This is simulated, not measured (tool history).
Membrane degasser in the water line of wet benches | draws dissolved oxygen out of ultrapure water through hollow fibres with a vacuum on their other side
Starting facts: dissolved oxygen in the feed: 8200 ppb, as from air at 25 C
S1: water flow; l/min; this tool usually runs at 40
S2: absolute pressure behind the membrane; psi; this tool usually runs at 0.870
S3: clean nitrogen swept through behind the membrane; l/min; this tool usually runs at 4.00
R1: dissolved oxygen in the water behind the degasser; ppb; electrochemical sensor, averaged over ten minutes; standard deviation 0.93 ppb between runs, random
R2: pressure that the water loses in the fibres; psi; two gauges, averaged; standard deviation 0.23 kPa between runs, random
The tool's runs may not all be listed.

{"run": 1, "hour": 0.0, "S1": 40, "S2": 0.87, "S3": 4.0, "R1": 93.4, "R2": 8.554}
{"run": 2, "hour": 68.4, "S1": 40, "S2": 0.882, "S3": 4.0, "R1": 95.2, "R2": 8.602}
{"run": 3, "hour": 225.3, "S1": 40, "S2": 0.87, "S3": 2.69, "R1": 123.1, "R2": 8.578}
{"run": 4, "hour": 360.8, "S1": 40, "S2": 0.87, "S3": 8.89, "R1": 57.8, "R2": 8.628}
{"run": 5, "hour": 491.6, "S1": 40, "S2": 1.024, "S3": 4.0, "R1": 123.0, "R2": 8.593}
{"run": 6, "hour": 581.0, "S1": 40, "S2": 1.024, "S3": 4.0, "R1": 116.6, "R2": 8.524}
{"run": 7, "hour": 689.3, "S1": 40, "S2": 1.024, "S3": 4.0, "R1": 120.7, "R2": 8.601}
{"run": 8, "hour": 813.3, "S1": 40, "S2": 0.566, "S3": 4.0, "R1": 45.2, "R2": 8.595}
{"run": 9, "hour": 919.4, "S1": 40, "S2": 0.566, "S3": 4.0, "R1": 46.8, "R2": 8.612}
{"run": 10, "hour": 1084.4, "S1": 40, "S2": 0.566, "S3": 4.0, "R1": 46.5, "R2": 8.653}
{"run": 11, "hour": 1241.9, "S1": 40, "S2": 0.566, "S3": 4.0, "R1": 46.5, "R2": 8.651}
{"run": 12, "hour": 1349.9, "S1": 40, "S2": 0.566, "S3": 4.0, "R1": 47.7, "R2": 8.654}
{"run": 13, "hour": 1506.8, "S1": 40, "S2": 0.87, "S3": 4.0, "R1": 96.4, "R2": 8.707}
{"run": 14, "hour": 1629.1, "S1": 40, "S2": 2.06, "S3": 4.0, "R1": 283.3, "R2": 8.736}
{"run": 15, "hour": 1708.0, "S1": 40, "S2": 0.87, "S3": 8.26, "R1": 61.6, "R2": 8.665}
{"hour": 1774.7, "done": "seals of the vacuum lines changed"}
{"run": 16, "hour": 1795.8, "S1": 40, "S2": 0.87, "S3": 4.0, "R1": 96.5, "R2": 8.744}
{"run": 17, "hour": 1960.8, "S1": 40, "S2": 0.87, "S3": 4.0, "R1": 96.2, "R2": 8.718}
{"run": 18, "hour": 2116.9, "S1": 35, "S2": 1.478, "S3": 8.82, "R1": 88.9, "R2": 7.635}
{"hour": 2200.4, "done": "vacuum gauge calibrated"}
{"run": 19, "hour": 2279.5, "S1": 35, "S2": 1.478, "S3": 8.82, "R1": 87.2, "R2": 7.645}
{"run": 20, "hour": 2364.5, "S1": 35, "S2": 1.478, "S3": 8.82, "R1": 86.2, "R2": 7.652}
{"run": 21, "hour": 2479.6, "S1": 35, "S2": 1.478, "S3": 8.82, "R1": 88.0, "R2": 7.603}
{"run": 22, "hour": 2640.1, "S1": 35, "S2": 1.575, "S3": 11.59, "R1": 77.3, "R2": 7.72}
{"run": 23, "hour": 2766.2, "S1": 35, "S2": 1.575, "S3": 11.59, "R1": 75.6, "R2": 7.696}
{"run": 24, "hour": 2921.5, "S1": 26, "S2": 1.315, "S3": 11.59, "R1": 40.5, "R2": 5.677}
{"run": 25, "hour": 3049.6, "S1": 37, "S2": 1.017, "S3": 5.45, "R1": 85.4, "R2": 8.164}
{"run": 26, "hour": 3211.9, "S1": 28, "S2": 2.152, "S3": 7.19, "R1": 120.9, "R2": 6.163}
{"run": 27, "hour": 3360.6, "S1": 40, "S2": 0.747, "S3": 5.1, "R1": 64.1, "R2": 8.821}
{"run": 28, "hour": 3432.8, "S1": 40, "S2": 0.747, "S3": 5.1, "R1": 66.2, "R2": 8.857}
{"run": 29, "hour": 3564.4, "S1": 40, "S2": 1.326, "S3": 5.1, "R1": 140.2, "R2": 8.873}
{"run": 30, "hour": 3666.6, "S1": 47, "S2": 0.87, "S3": 4.0, "R1": 122.0, "R2": 10.443}
{"run": 31, "hour": 3797.4, "S1": 61, "S2": 1.086, "S3": 4.34, "R1": 215.2, "R2": 13.401}
{"run": 32, "hour": 3941.0, "S1": 39, "S2": 0.779, "S3": 5.0, "R1": 69.5, "R2": 8.598}

Pick out some run-to-run changes in R1. Of each, how much would a tool without hidden state show as well, from the settings, what came in and chance, and how much is left for the hidden state and any gauge scatter not in both results compared?
Hidden state present: membrane still open, %; true pressure behind the membrane over the reading, kPa; air that leaks in behind the membrane, l/min; drift of the gauge itself on oxygen_ppb, %; drift of the gauge itself on loss_of_pressure_kpa, %.
Run 13 -> 14: S2 0.870 -> 2.060. R1 +186.9 ppb: hidden state +1.3, all else +185.6.
Run 14 -> 15: S2 2.060 -> 0.870, S3 4.00 -> 8.26. R1 -221.7 ppb: hidden state -3.1, all else -218.6.
Run 26 -> 27: S1 28 -> 40, S2 2.152 -> 0.747, S3 7.19 -> 5.10. R1 -56.8 ppb: hidden state +3.4, all else -60.2.
Run 30 -> 31: S1 47 -> 61, S2 0.870 -> 1.086, S3 4.00 -> 4.34. R1 +93.2 ppb: hidden state +5.8, all else +87.4.
Run 31 -> 32: S1 61 -> 39, S2 1.086 -> 0.779, S3 4.34 -> 5.00. R1 -145.7 ppb: hidden state -8.6, all else -137.1.

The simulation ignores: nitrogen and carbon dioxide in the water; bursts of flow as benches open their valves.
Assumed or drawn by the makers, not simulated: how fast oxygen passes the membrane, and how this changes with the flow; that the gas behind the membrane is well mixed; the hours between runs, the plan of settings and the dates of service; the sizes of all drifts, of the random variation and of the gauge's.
